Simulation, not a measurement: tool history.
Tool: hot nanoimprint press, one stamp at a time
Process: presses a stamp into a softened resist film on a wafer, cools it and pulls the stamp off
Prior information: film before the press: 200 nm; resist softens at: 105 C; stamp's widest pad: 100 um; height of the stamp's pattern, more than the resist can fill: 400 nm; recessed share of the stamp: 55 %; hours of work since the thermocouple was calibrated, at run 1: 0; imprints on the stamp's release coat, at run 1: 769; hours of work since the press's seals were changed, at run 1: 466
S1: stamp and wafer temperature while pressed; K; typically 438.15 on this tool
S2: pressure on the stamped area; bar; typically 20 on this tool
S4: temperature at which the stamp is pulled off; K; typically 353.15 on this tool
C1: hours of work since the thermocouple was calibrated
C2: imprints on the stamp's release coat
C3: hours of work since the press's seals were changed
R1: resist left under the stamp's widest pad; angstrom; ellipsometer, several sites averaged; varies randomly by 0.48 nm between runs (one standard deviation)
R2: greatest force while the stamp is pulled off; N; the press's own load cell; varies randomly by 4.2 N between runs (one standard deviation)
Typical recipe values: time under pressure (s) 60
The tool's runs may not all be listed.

run 1 hour=0 | S1=438.15 S2=20 time_under_pressure_(s)=60 S4=353.15 | C1=0 C2=769 C3=466 | R1=853 R2=249
run 2 hour=14.1 | S1=438.15 S2=20 time_under_pressure_(s)=60 S4=353.15 | C1=10 C2=802 C3=476 | R1=864 R2=248
run 3 hour=28.5 | S1=438.15 S2=20 time_under_pressure_(s)=60 S4=353.15 | C1=20 C2=835 C3=486 | R1=857 R2=253
run 4 hour=45.7 | S1=438.15 S2=20 time_under_pressure_(s)=60 S4=353.15 | C1=33 C2=874 C3=499 | R1=857 R2=256
run 5 hour=58 | S1=438.15 S2=16.5 time_under_pressure_(s)=60 S4=353.15 | C1=41 C2=902 C3=508 | R1=939 R2=253
run 6 hour=70.6 | S1=438.15 S2=20 time_under_pressure_(s)=58 S4=353.15 | C1=51 C2=931 C3=517 | R1=858 R2=258
run 7 hour=79.3 | S1=439.15 S2=20 time_under_pressure_(s)=58 S4=353.15 | C1=57 C2=951 C3=523 | R1=824 R2=255
run 8 hour=88.3 | S1=445.15 S2=20 time_under_pressure_(s)=58 S4=353.15 | C1=63 C2=972 C3=529 | R1=621 R2=259
run 9 hour=105 | S1=438.15 S2=20 time_under_pressure_(s)=42 S4=353.15 | C1=75 C2=1010 C3=541 | R1=966 R2=261
run 10 hour=125.3 | S1=438.15 S2=26.1 time_under_pressure_(s)=42 S4=353.15 | C1=90 C2=1056 C3=556 | R1=866 R2=260
run 11 hour=140.9 | S1=426.15 S2=16.5 time_under_pressure_(s)=34 S4=353.15 | C1=101 C2=1092 C3=567 | R1=1649 R2=262
run 12 hour=151.4 | S1=442.15 S2=13.1 time_under_pressure_(s)=60 S4=353.15 | C1=108 C2=1116 C3=574 | R1=854 R2=257
run 13 hour=161.9 | S1=442.15 S2=13.1 time_under_pressure_(s)=60 S4=353.15 | C1=116 C2=1140 C3=582 | R1=854 R2=260
run 14 hour=174.7 | S1=436.15 S2=13.1 time_under_pressure_(s)=75 S4=348.15 | C1=125 C2=1169 C3=591 | R1=1022 R2=276
run 15 hour=188.8 | S1=436.15 S2=13.1 time_under_pressure_(s)=75 S4=348.15 | C1=135 C2=1202 C3=601 | R1=1012 R2=284
run 16 hour=209.2 | S1=426.15 S2=20 time_under_pressure_(s)=60 S4=353.15 | C1=150 C2=1248 C3=616 | R1=1415 R2=269
run 17 hour=227 | S1=443.15 S2=20 time_under_pressure_(s)=116 S4=353.15 | C1=163 C2=1289 C3=629 | R1=500 R2=276

4 ways to go on from here, each from the tool as it stands after run 17. What would each give?
run A hour=242.9 | S1=438.15 S2=23.8 time_under_pressure_(s)=35 S4=353.15 | C1=174 C2=1325 C3=640 | R1=? R2=?
run B hour=242.9 | S1=450.15 S2=20 time_under_pressure_(s)=107 S4=353.15 | C1=174 C2=1325 C3=640 | R1=? R2=?
run C hour=242.9 | S1=438.15 S2=14.1 time_under_pressure_(s)=60 S4=353.15 | C1=174 C2=1325 C3=640 | R1=? R2=?
run D hour=242.9 | S1=438.15 S2=20 time_under_pressure_(s)=41 S4=359.15 | C1=174 C2=1325 C3=640 | R1=? R2=?

run=A R1=953 R2=271
run=B R1=376 R2=273
run=C R1=968 R2=268
run=D R1=960 R2=250
With the hidden condition removed and each run's random variation left untouched, the same runs would have given:
run=A R1=967 R2=203
run=B R1=382 R2=205
run=C R1=991 R2=200
run=D R1=977 R2=187
